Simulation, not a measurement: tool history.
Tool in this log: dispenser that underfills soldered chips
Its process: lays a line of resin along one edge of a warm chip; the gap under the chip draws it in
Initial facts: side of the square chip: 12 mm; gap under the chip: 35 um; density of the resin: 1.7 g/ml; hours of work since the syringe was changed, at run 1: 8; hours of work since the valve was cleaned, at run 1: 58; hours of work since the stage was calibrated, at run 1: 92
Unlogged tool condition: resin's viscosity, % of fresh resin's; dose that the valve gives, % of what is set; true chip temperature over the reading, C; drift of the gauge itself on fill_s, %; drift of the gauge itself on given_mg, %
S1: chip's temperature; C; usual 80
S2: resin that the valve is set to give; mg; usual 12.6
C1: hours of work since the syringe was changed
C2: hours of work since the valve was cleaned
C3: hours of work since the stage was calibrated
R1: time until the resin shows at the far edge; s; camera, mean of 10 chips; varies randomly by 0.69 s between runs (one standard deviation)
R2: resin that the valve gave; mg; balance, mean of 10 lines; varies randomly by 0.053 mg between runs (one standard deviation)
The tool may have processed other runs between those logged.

run,hour,S1,S2,C1,C2,C3,R1,R2
1,0.0,80,12.6,8,58,92,115.5,12.27
# hour 4.2: new syringe of resin
2,4.2,80,12.6,0,61,95,61.8,12.30
# hour 6.0: dispensing valve cleaned and set on the balance
3,9.4,89,12.6,3,3,98,59.9,12.57
4,16.1,91,12.6,8,8,103,81.5,12.46
5,19.7,91,12.6,11,10,106,99.0,12.51
# hour 20.4: new syringe of resin
6,25.9,80,12.6,4,15,110,82.3,12.53
7,30.1,86,11.0,7,18,114,92.9,10.95
8,33.8,86,15.8,10,21,116,107.3,15.56
# hour 35.5: new syringe of resin
9,39.7,86,12.7,3,25,121,64.1,12.57
10,44.6,90,16.3,7,29,124,74.3,16.21
11,49.4,93,11.6,11,33,128,93.9,11.41

Alternative continuations, all from the tool just after run 11; predict every row:
# hour 50.8: new syringe of resin
A,54.3,72,13.6,3,36,132,?,?
# hour 50.8: new syringe of resin
B,54.3,77,14.5,3,36,132,?,?
# hour 50.8: new syringe of resin
C,54.3,86,11.3,3,36,132,?,?
# hour 50.8: new syringe of resin
D,54.3,72,12.6,3,36,132,?,?
# hour 50.8: new syringe of resin
E,54.3,81,12.4,3,36,132,?,?

run,R1,R2
A,91.2,13.47
B,77.5,14.25
C,62.1,11.21
D,92.3,12.38
E,70.6,12.20
What these runs would have given with no unlogged condition in the tool:
run,R1,R2
A,78.7,13.67
B,66.9,14.47
C,53.3,11.37
D,79.7,12.57
E,60.7,12.39

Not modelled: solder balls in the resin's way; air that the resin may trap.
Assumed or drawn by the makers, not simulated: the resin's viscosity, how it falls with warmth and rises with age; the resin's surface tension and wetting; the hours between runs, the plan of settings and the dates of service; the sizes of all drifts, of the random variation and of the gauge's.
